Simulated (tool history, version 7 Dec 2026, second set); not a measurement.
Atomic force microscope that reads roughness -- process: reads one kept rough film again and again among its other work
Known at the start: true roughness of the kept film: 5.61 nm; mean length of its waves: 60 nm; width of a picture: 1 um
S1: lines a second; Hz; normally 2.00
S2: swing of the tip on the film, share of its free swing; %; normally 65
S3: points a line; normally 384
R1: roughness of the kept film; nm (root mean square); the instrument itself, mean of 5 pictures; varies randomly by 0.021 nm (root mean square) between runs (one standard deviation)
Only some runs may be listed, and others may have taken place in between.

run	day	S1	S2	S3	R1
1	0.000	2.00	65	384	5.120
2	3.083	2.00	65	384	5.089
3	5.117	2.00	65	384	5.121
# day 6.850: new tip fitted
4	7.504	2.00	65	384	5.119
5	10.283	2.00	65	384	5.108
6	12.908	2.00	65	384	5.120
# day 15.908: new tip fitted
7	16.188	2.00	65	461	5.129
8	19.688	2.00	65	461	5.122
9	21.483	2.00	65	561	5.105
# day 24.996: new tip fitted
10	25.083	2.00	65	540	5.109
11	26.954	2.00	56	384	5.190
12	29.058	2.00	65	384	5.123
13	32.008	3.05	65	384	5.023
14	33.617	1.44	65	384	5.098
# day 34.108: new tip fitted
15	36.446	2.00	65	384	5.092
16	38.892	2.94	65	384	5.044
17	41.333	2.94	65	384	5.036
# day 43.100: new tip fitted
18	43.546	2.94	65	384	5.047
19	45.650	2.00	85	384	4.819
20	47.871	2.00	90	384	4.711
21	49.358	3.02	65	384	4.997
# day 52.208: new tip fitted
22	52.212	0.71	65	384	5.245
23	55.392	2.00	65	384	5.093
24	58.642	2.00	65	384	5.111
# day 61.162: new tip fitted
25	61.162	2.00	65	384	5.147
26	64.262	2.00	65	384	5.123
27	67.321	2.00	65	384	5.061
28	68.817	0.88	70	384	5.137
# day 70.062: new tip fitted
29	70.521	0.88	70	384	5.144
# day 71.129: height scale calibrated on a step standard
30	73.712	2.90	71	345	4.968
31	76.592	2.90	71	345	4.954
# day 79.088: new tip fitted
32	80.200	2.00	78	297	4.938
33	83.479	0.82	78	352	5.104
34	86.071	0.82	78	352	5.119
# day 88.188: new tip fitted
35	88.988	1.10	65	384	5.177

For run 36, what comes out?
36	91.479	1.15	80	669	?

{"run 36": {"R1": 5.079}}
With the hidden condition absent and the run-to-run variation left alone, this run would have shown R1 5.085 nm (root mean square).
